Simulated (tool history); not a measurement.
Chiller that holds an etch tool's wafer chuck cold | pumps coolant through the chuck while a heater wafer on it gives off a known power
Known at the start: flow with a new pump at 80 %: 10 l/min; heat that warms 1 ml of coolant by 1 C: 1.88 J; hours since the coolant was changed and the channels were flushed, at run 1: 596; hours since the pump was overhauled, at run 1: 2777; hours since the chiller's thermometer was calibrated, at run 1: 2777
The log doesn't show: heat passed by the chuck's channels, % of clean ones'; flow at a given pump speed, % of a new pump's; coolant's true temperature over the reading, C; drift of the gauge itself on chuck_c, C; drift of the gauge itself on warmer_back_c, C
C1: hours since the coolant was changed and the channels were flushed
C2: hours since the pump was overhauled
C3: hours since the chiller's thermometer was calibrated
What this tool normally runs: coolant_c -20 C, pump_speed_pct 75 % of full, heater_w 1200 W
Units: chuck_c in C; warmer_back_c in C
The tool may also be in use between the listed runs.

run 1 hour=0 | coolant_c=-20 pump_speed_pct=75 heater_w=1200 | C1=596 C2=2777 C3=2777 | chuck_c=-7.4 warmer_back_c=4.1
run 2 hour=108.2 | coolant_c=-29 pump_speed_pct=75 heater_w=1200 | C1=704 C2=2885 C3=2885 | chuck_c=-16.3 warmer_back_c=4.04
run 3 hour=176.7 | coolant_c=-29 pump_speed_pct=75 heater_w=1200 | C1=773 C2=2953 C3=2953 | chuck_c=-16.5 warmer_back_c=4.02
run 4 hour=244.4 | coolant_c=-20 pump_speed_pct=75 heater_w=1200 | C1=841 C2=3021 C3=3021 | chuck_c=-7.3 warmer_back_c=4.04
run 5 hour=320.9 | coolant_c=-15 pump_speed_pct=75 heater_w=1200 | C1=917 C2=3098 C3=3098 | chuck_c=-2.5 warmer_back_c=4
run 6 hour=479.8 | coolant_c=-23 pump_speed_pct=75 heater_w=1200 | C1=1076 C2=3257 C3=3257 | chuck_c=-10.3 warmer_back_c=3.93
run 7 hour=579.7 | coolant_c=-23 pump_speed_pct=75 heater_w=1200 | C1=1176 C2=3356 C3=3356 | chuck_c=-10.3 warmer_back_c=3.96
run 8 hour=698 | coolant_c=-23 pump_speed_pct=75 heater_w=1200 | C1=1294 C2=3475 C3=3475 | chuck_c=-10.3 warmer_back_c=3.95
run 9 hour=770.8 | coolant_c=-23 pump_speed_pct=75 heater_w=1200 | C1=1367 C2=3548 C3=3548 | chuck_c=-10.3 warmer_back_c=3.92
run 10 hour=900.8 | coolant_c=-23 pump_speed_pct=75 heater_w=1200 | C1=1497 C2=3678 C3=3678 | chuck_c=-10.4 warmer_back_c=3.9
run 11 hour=1033.8 | coolant_c=-23 pump_speed_pct=75 heater_w=1200 | C1=1630 C2=3811 C3=3811 | chuck_c=-10.5 warmer_back_c=3.79
run 12 hour=1145.9 | coolant_c=-23 pump_speed_pct=75 heater_w=1200 | C1=1742 C2=3923 C3=3923 | chuck_c=-10.3 warmer_back_c=3.79
run 13 hour=1261.7 | coolant_c=-28 pump_speed_pct=75 heater_w=1352 | C1=1858 C2=4038 C3=4038 | chuck_c=-13.8 warmer_back_c=4.3
-- hour=1396.9 gauge calibrated
run 14 hour=1411.9 | coolant_c=-24 pump_speed_pct=75 heater_w=1566 | C1=2008 C2=4189 C3=4189 | chuck_c=-7.5 warmer_back_c=5.27
run 15 hour=1564.5 | coolant_c=-20 pump_speed_pct=75 heater_w=1356 | C1=2161 C2=4341 C3=4341 | chuck_c=-5.5 warmer_back_c=4.59
run 16 hour=1654.4 | coolant_c=-24 pump_speed_pct=82 heater_w=625 | C1=2251 C2=4431 C3=4431 | chuck_c=-17.9 warmer_back_c=1.85
run 17 hour=1800.8 | coolant_c=-24 pump_speed_pct=82 heater_w=625 | C1=2397 C2=4577 C3=4577 | chuck_c=-17.8 warmer_back_c=1.84
run 18 hour=1872 | coolant_c=-20 pump_speed_pct=70 heater_w=1207 | C1=2468 C2=4649 C3=4649 | chuck_c=-6.7 warmer_back_c=4.28
run 19 hour=1957.8 | coolant_c=-27 pump_speed_pct=93 heater_w=1718 | C1=2554 C2=4734 C3=4734 | chuck_c=-11.4 warmer_back_c=4.65

5 ways to go on from here, each from the tool as it stands after run 19. What would each give?
run A hour=2095.3 | coolant_c=-15 pump_speed_pct=66 heater_w=1200 | C1=2692 C2=4872 C3=4872 | chuck_c=? warmer_back_c=?
run B hour=2095.3 | coolant_c=-27 pump_speed_pct=64 heater_w=1718 | C1=2692 C2=4872 C3=4872 | chuck_c=? warmer_back_c=?
run C hour=2095.3 | coolant_c=-12 pump_speed_pct=64 heater_w=1221 | C1=2692 C2=4872 C3=4872 | chuck_c=? warmer_back_c=?
run D hour=2095.3 | coolant_c=-27 pump_speed_pct=67 heater_w=1336 | C1=2692 C2=4872 C3=4872 | chuck_c=? warmer_back_c=?
run E hour=2095.3 | coolant_c=-17 pump_speed_pct=77 heater_w=1726 | C1=2692 C2=4872 C3=4872 | chuck_c=? warmer_back_c=?

run=A chuck_c=-1.3 warmer_back_c=4.53
run=B chuck_c=-6.9 warmer_back_c=6.64
run=C chuck_c=2.3 warmer_back_c=4.68
run=D chuck_c=-12.1 warmer_back_c=4.92
run=E chuck_c=0.6 warmer_back_c=5.51
What these runs would have given with no unlogged condition in the tool:
run=A chuck_c=-1.4 warmer_back_c=4.68
run=B chuck_c=-7 warmer_back_c=6.79
run=C chuck_c=2.2 warmer_back_c=4.83
run=D chuck_c=-12.1 warmer_back_c=5.06
run=E chuck_c=0.5 warmer_back_c=5.66
